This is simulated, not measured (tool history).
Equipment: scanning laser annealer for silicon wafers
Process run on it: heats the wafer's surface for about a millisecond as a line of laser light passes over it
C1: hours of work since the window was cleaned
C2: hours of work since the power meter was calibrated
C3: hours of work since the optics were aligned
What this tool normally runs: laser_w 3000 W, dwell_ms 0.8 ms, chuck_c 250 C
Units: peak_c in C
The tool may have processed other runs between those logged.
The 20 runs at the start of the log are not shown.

run 21 day=53.45 | laser_w=3000 dwell_ms=0.754 chuck_c=250 | C1=194 C2=2068 C3=95 | peak_c=1013
run 22 day=56.521 | laser_w=2829 dwell_ms=0.619 chuck_c=263 | C1=229 C2=2103 C3=131 | peak_c=925
run 23 day=59.717 | laser_w=3000 dwell_ms=0.96 chuck_c=217 | C1=266 C2=2140 C3=168 | peak_c=1057
run 24 day=62.817 | laser_w=3000 dwell_ms=0.96 chuck_c=217 | C1=302 C2=2176 C3=204 | peak_c=1054
run 25 day=66.296 | laser_w=3000 dwell_ms=0.96 chuck_c=217 | C1=343 C2=2217 C3=244 | peak_c=1052
run 26 day=69.742 | laser_w=3000 dwell_ms=0.962 chuck_c=250 | C1=383 C2=2256 C3=284 | peak_c=1079
run 27 day=71.771 | laser_w=3000 dwell_ms=0.99 chuck_c=274 | C1=406 C2=2280 C3=308 | peak_c=1112
run 28 day=75.575 | laser_w=2632 dwell_ms=0.64 chuck_c=235 | C1=450 C2=2324 C3=352 | peak_c=847
run 29 day=77.771 | laser_w=2645 dwell_ms=0.661 chuck_c=215 | C1=476 C2=2349 C3=377 | peak_c=838
run 30 day=80.104 | laser_w=2993 dwell_ms=0.826 chuck_c=270 | C1=503 C2=2376 C3=404 | peak_c=1039
run 31 day=82.312 | laser_w=2891 dwell_ms=0.699 chuck_c=271 | C1=528 C2=2402 C3=430 | peak_c=962
run 32 day=86.133 | laser_w=2764 dwell_ms=0.626 chuck_c=272 | C1=572 C2=2446 C3=474 | peak_c=901
run 33 day=88.271 | laser_w=3000 dwell_ms=0.787 chuck_c=252 | C1=597 C2=2471 C3=499 | peak_c=1001
run 34 day=91.283 | laser_w=3000 dwell_ms=0.787 chuck_c=252 | C1=632 C2=2506 C3=534 | peak_c=1001
run 35 day=94.654 | laser_w=3000 dwell_ms=0.787 chuck_c=252 | C1=671 C2=2545 C3=573 | peak_c=1000
run 36 day=98.012 | laser_w=3000 dwell_ms=0.787 chuck_c=252 | C1=710 C2=2584 C3=611 | peak_c=995
run 37 day=99.904 | laser_w=3000 dwell_ms=0.787 chuck_c=252 | C1=732 C2=2606 C3=633 | peak_c=991
run 38 day=103.017 | laser_w=2861 dwell_ms=0.911 chuck_c=237 | C1=768 C2=2642 C3=669 | peak_c=986
run 39 day=106.388 | laser_w=2720 dwell_ms=0.786 chuck_c=229 | C1=807 C2=2681 C3=708 | peak_c=900
-- day=107.058 window over the wafer cleaned
run 40 day=108.617 | laser_w=3217 dwell_ms=0.778 chuck_c=267 | C1=18 C2=2706 C3=733 | peak_c=1087
run 41 day=112.112 | laser_w=3217 dwell_ms=0.778 chuck_c=267 | C1=59 C2=2746 C3=774 | peak_c=1091
run 42 day=113.771 | laser_w=2854 dwell_ms=0.778 chuck_c=267 | C1=78 C2=2765 C3=793 | peak_c=1001

Here are 3 independent what-if runs from the current tool condition. What would each one return?
run A day=117.467 | laser_w=3140 dwell_ms=0.8 chuck_c=252 | C1=121 C2=2808 C3=836 | peak_c=?
run B day=117.467 | laser_w=2854 dwell_ms=0.725 chuck_c=236 | C1=121 C2=2808 C3=836 | peak_c=?
run C day=117.467 | laser_w=3038 dwell_ms=0.781 chuck_c=230 | C1=121 C2=2808 C3=836 | peak_c=?

run=A peak_c=1058
run=B peak_c=943
run=C peak_c=1008
What these runs would have given with no unlogged condition in the tool:
run=A peak_c=1088
run=B peak_c=969
run=C peak_c=1037

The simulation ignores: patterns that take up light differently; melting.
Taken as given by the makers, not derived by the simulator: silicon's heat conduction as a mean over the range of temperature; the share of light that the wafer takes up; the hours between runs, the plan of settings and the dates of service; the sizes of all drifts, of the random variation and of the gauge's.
